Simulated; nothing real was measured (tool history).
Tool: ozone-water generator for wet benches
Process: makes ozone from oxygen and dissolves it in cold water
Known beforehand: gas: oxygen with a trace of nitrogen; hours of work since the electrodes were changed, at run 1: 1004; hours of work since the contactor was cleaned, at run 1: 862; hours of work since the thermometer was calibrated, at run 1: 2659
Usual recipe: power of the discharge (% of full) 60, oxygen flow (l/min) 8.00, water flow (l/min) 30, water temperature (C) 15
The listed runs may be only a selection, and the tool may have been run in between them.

run,hour,power of the discharge (% of full),oxygen flow (l/min),water flow (l/min),water temperature (C),hours of work since the electrodes were changed,hours of work since the contactor was cleaned,hours of work since the thermometer was calibrated,dissolved ozone (ppm),ozone in the gas ahead of the water (g/m3)
1,0.0,60,8.00,30,15,1004,862,2659,15.0,120.1
2,52.8,60,8.00,30,15,1042,900,2697,14.8,119.5
3,107.1,60,8.00,30,15,1081,939,2736,14.7,118.0
4,172.9,91,8.00,30,15,1129,987,2784,20.2,166.6
5,214.7,60,6.32,30,15,1159,1017,2814,14.0,131.6
6,255.5,60,6.32,30,15,1189,1046,2844,14.2,130.4
7,313.9,60,6.32,27,15,1231,1089,2886,15.3,129.2
8,393.1,60,6.32,27,15,1288,1146,2943,15.3,129.4
9,465.1,60,6.32,27,15,1340,1198,2995,15.5,128.5
10,560.0,51,8.00,30,15,1409,1267,3064,12.7,102.5

What does the tool deliver on the next run?
11,629.1,51,7.08,30,15,1459,1316,3114,?,?

For run 11 the tool returned dissolved ozone (ppm) 12.7, ozone in the gas ahead of the water (g/m3) 108.3.
With the hidden condition absent and the run-to-run variation left alone, this run would have shown dissolved ozone (ppm) 13.8, ozone in the gas ahead of the water (g/m3) 114.4.
